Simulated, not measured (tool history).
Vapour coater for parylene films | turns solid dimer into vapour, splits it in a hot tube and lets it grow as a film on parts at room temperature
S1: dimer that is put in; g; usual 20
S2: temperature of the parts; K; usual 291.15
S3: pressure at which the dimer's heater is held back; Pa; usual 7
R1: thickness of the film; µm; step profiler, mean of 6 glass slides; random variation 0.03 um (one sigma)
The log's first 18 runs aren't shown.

| run | hour | S1 | S2 | S3 | R1 |
|---|---|---|---|---|---|
| 19 | 260 | 20 | 302.15 | 7 | 3.32 |
| 20 | 277.6 | 20 | 302.15 | 7 | 3.27 |
| 21 | 293.4 | 20 | 291.15 | 7 | 4.23 |
| 22 | 308.2 | 20 | 291.15 | 7 | 4.25 |
| 23 | 325.2 | 20 | 291.15 | 7 | 4.22 |
| 24 | 338.8 | 20 | 291.15 | 7 | 4.19 |
| 25 | 349.2 | 20 | 291.15 | 5.07 | 4.5 |
|  | 352 | table's thermometer calibrated |
| 26 | 358.6 | 27 | 302.15 | 7 | 4.42 |
| 27 | 370.5 | 27 | 302.15 | 7 | 4.38 |
| 28 | 385.2 | 18 | 291.15 | 7.61 | 3.74 |
|  | 395.1 | table's thermometer calibrated, once more |
| 29 | 399.7 | 18 | 291.15 | 7.61 | 3.78 |
| 30 | 416 | 25 | 295.15 | 5.48 | 5.14 |
| 31 | 429.9 | 20 | 291.15 | 3.85 | 4.84 |

Forecast run 32:
| 32 | 448.1 | 20 | 291.15 | 3.85 | ? |

Run 32 gave R1 4.8 µm.
Without the tool's hidden state the same run would have given R1 4.92 µm.
